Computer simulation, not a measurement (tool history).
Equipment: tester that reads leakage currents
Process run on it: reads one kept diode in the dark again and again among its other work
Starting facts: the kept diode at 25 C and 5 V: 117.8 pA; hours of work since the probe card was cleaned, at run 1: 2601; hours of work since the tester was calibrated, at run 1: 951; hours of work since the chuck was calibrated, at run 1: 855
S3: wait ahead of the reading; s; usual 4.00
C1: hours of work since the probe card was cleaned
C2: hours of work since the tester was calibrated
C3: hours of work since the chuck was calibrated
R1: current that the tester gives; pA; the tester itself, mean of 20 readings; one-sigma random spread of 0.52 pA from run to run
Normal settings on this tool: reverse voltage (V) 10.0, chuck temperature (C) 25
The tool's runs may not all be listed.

{"run": 1, "hour": 0.0, "reverse voltage (V)": 10.0, "chuck temperature (C)": 25, "S3": 4.0, "C1": 2601, "C2": 951, "C3": 855, "R1": 177.1}
{"run": 2, "hour": 73.8, "reverse voltage (V)": 10.0, "chuck temperature (C)": 25, "S3": 4.0, "C1": 2637, "C2": 988, "C3": 892, "R1": 175.77}
{"run": 3, "hour": 174.5, "reverse voltage (V)": 10.0, "chuck temperature (C)": 25, "S3": 4.0, "C1": 2688, "C2": 1038, "C3": 942, "R1": 176.82}
{"run": 4, "hour": 304.5, "reverse voltage (V)": 10.0, "chuck temperature (C)": 25, "S3": 4.0, "C1": 2752, "C2": 1103, "C3": 1007, "R1": 175.97}
{"run": 5, "hour": 405.6, "reverse voltage (V)": 12.9, "chuck temperature (C)": 25, "S3": 4.0, "C1": 2803, "C2": 1153, "C3": 1057, "R1": 204.56}
{"run": 6, "hour": 509.2, "reverse voltage (V)": 12.9, "chuck temperature (C)": 25, "S3": 4.0, "C1": 2854, "C2": 1205, "C3": 1109, "R1": 204.56}
{"run": 7, "hour": 585.5, "reverse voltage (V)": 1.9, "chuck temperature (C)": 25, "S3": 4.0, "C1": 2892, "C2": 1243, "C3": 1147, "R1": 65.86}
{"run": 8, "hour": 689.0, "reverse voltage (V)": 1.7, "chuck temperature (C)": 25, "S3": 4.0, "C1": 2944, "C2": 1295, "C3": 1198, "R1": 61.63}
{"hour": 749.6, "done": "chuck's temperature calibrated"}
{"run": 9, "hour": 797.8, "reverse voltage (V)": 1.7, "chuck temperature (C)": 25, "S3": 4.0, "C1": 2997, "C2": 1348, "C3": 24, "R1": 66.54}
{"run": 10, "hour": 923.8, "reverse voltage (V)": 1.7, "chuck temperature (C)": 25, "S3": 4.0, "C1": 3060, "C2": 1411, "C3": 87, "R1": 66.06}
{"run": 11, "hour": 994.5, "reverse voltage (V)": 1.7, "chuck temperature (C)": 25, "S3": 4.0, "C1": 3095, "C2": 1446, "C3": 122, "R1": 66.58}
{"run": 12, "hour": 1121.7, "reverse voltage (V)": 1.7, "chuck temperature (C)": 25, "S3": 4.0, "C1": 3159, "C2": 1509, "C3": 185, "R1": 65.6}
{"run": 13, "hour": 1224.6, "reverse voltage (V)": 1.7, "chuck temperature (C)": 25, "S3": 4.0, "C1": 3210, "C2": 1561, "C3": 237, "R1": 65.89}
{"run": 14, "hour": 1303.9, "reverse voltage (V)": 10.0, "chuck temperature (C)": 32, "S3": 4.0, "C1": 3250, "C2": 1600, "C3": 276, "R1": 299.68}
{"run": 15, "hour": 1371.0, "reverse voltage (V)": 10.0, "chuck temperature (C)": 25, "S3": 4.0, "C1": 3283, "C2": 1634, "C3": 310, "R1": 184.5}
{"run": 16, "hour": 1475.8, "reverse voltage (V)": 10.0, "chuck temperature (C)": 25, "S3": 9.15, "C1": 3335, "C2": 1686, "C3": 362, "R1": 184.0}
{"run": 17, "hour": 1535.8, "reverse voltage (V)": 1.4, "chuck temperature (C)": 25, "S3": 4.0, "C1": 3365, "C2": 1716, "C3": 392, "R1": 58.26}
{"hour": 1579.1, "done": "probe card cleaned and baked"}
{"run": 18, "hour": 1602.3, "reverse voltage (V)": 1.4, "chuck temperature (C)": 25, "S3": 4.0, "C1": 12, "C2": 1747, "C3": 424, "R1": 58.65}
{"run": 19, "hour": 1657.7, "reverse voltage (V)": 1.4, "chuck temperature (C)": 25, "S3": 4.0, "C1": 39, "C2": 1775, "C3": 451, "R1": 59.22}
{"run": 20, "hour": 1775.1, "reverse voltage (V)": 1.4, "chuck temperature (C)": 25, "S3": 4.0, "C1": 98, "C2": 1834, "C3": 510, "R1": 59.01}
{"run": 21, "hour": 1879.1, "reverse voltage (V)": 4.6, "chuck temperature (C)": 25, "S3": 7.14, "C1": 150, "C2": 1885, "C3": 562, "R1": 118.49}
{"hour": 1957.6, "done": "probe card cleaned and baked, once more"}
{"run": 22, "hour": 1961.8, "reverse voltage (V)": 4.6, "chuck temperature (C)": 25, "S3": 4.45, "C1": 2, "C2": 1925, "C3": 601, "R1": 106.15}
{"run": 23, "hour": 2044.8, "reverse voltage (V)": 4.6, "chuck temperature (C)": 25, "S3": 4.45, "C1": 44, "C2": 1967, "C3": 643, "R1": 105.99}
{"run": 24, "hour": 2150.6, "reverse voltage (V)": 14.9, "chuck temperature (C)": 25, "S3": 4.0, "C1": 96, "C2": 2019, "C3": 695, "R1": 204.07}
{"run": 25, "hour": 2232.9, "reverse voltage (V)": 1.7, "chuck temperature (C)": 26, "S3": 3.48, "C1": 137, "C2": 2060, "C3": 737, "R1": 65.1}
{"run": 26, "hour": 2359.5, "reverse voltage (V)": 17.3, "chuck temperature (C)": 51, "S3": 1.12, "C1": 200, "C2": 2123, "C3": 800, "R1": 1376.83}
{"run": 27, "hour": 2462.6, "reverse voltage (V)": 3.2, "chuck temperature (C)": 43, "S3": 8.5, "C1": 252, "C2": 2175, "C3": 851, "R1": 314.58}
{"run": 28, "hour": 2534.2, "reverse voltage (V)": 4.4, "chuck temperature (C)": 43, "S3": 8.5, "C1": 287, "C2": 2210, "C3": 887, "R1": 374.27}
{"run": 29, "hour": 2664.7, "reverse voltage (V)": 14.8, "chuck temperature (C)": 59, "S3": 4.0, "C1": 353, "C2": 2276, "C3": 952, "R1": 2070.06}
{"run": 30, "hour": 2743.9, "reverse voltage (V)": 7.2, "chuck temperature (C)": 46, "S3": 4.0, "C1": 392, "C2": 2315, "C3": 991, "R1": 600.04}
{"run": 31, "hour": 2845.2, "reverse voltage (V)": 7.2, "chuck temperature (C)": 46, "S3": 4.0, "C1": 443, "C2": 2366, "C3": 1042, "R1": 597.62}
{"run": 32, "hour": 2955.3, "reverse voltage (V)": 3.1, "chuck temperature (C)": 32, "S3": 0.56, "C1": 497, "C2": 2420, "C3": 1097, "R1": 139.9}
{"run": 33, "hour": 3034.9, "reverse voltage (V)": 7.0, "chuck temperature (C)": 30, "S3": 2.58, "C1": 537, "C2": 2460, "C3": 1136, "R1": 190.25}
{"hour": 3104.6, "done": "tester calibrated"}
{"run": 34, "hour": 3158.9, "reverse voltage (V)": 7.0, "chuck temperature (C)": 21, "S3": 2.58, "C1": 598, "C2": 27, "C3": 1197, "R1": 97.09}
{"hour": 3216.0, "done": "chuck's temperature calibrated"}
{"run": 35, "hour": 3288.8, "reverse voltage (V)": 7.0, "chuck temperature (C)": 21, "S3": 2.58, "C1": 662, "C2": 91, "C3": 36, "R1": 107.72}
{"run": 36, "hour": 3343.7, "reverse voltage (V)": 19.4, "chuck temperature (C)": 25, "S3": 6.48, "C1": 689, "C2": 118, "C3": 64, "R1": 259.44}
{"run": 37, "hour": 3470.7, "reverse voltage (V)": 3.4, "chuck temperature (C)": 25, "S3": 1.9, "C1": 752, "C2": 182, "C3": 127, "R1": 96.69}
{"run": 38, "hour": 3587.7, "reverse voltage (V)": 1.3, "chuck temperature (C)": 27, "S3": 6.57, "C1": 811, "C2": 240, "C3": 185, "R1": 64.93}
{"run": 39, "hour": 3691.5, "reverse voltage (V)": 10.0, "chuck temperature (C)": 43, "S3": 4.0, "C1": 862, "C2": 292, "C3": 237, "R1": 634.23}

Forecast each of these 4 alternatives for the next run:
{"run": "A", "hour": 3749.8, "reverse voltage (V)": 10.0, "chuck temperature (C)": 43, "S3": 1.83, "C1": 892, "C2": 321, "C3": 266, "R1": "?"}
{"run": "B", "hour": 3749.8, "reverse voltage (V)": 2.7, "chuck temperature (C)": 53, "S3": 1.18, "C1": 892, "C2": 321, "C3": 266, "R1": "?"}
{"run": "C", "hour": 3749.8, "reverse voltage (V)": 5.3, "chuck temperature (C)": 23, "S3": 4.0, "C1": 892, "C2": 321, "C3": 266, "R1": "?"}
{"run": "D", "hour": 3749.8, "reverse voltage (V)": 1.4, "chuck temperature (C)": 26, "S3": 1.11, "C1": 892, "C2": 321, "C3": 266, "R1": "?"}

run=A R1=634.77
run=B R1=586.91
run=C R1=105.93
run=D R1=62.91
With the hidden condition removed and each run's random variation left untouched, the same runs would have given:
run=A R1=635.27
run=B R1=590.16
run=C R1=104.44
run=D R1=62.82

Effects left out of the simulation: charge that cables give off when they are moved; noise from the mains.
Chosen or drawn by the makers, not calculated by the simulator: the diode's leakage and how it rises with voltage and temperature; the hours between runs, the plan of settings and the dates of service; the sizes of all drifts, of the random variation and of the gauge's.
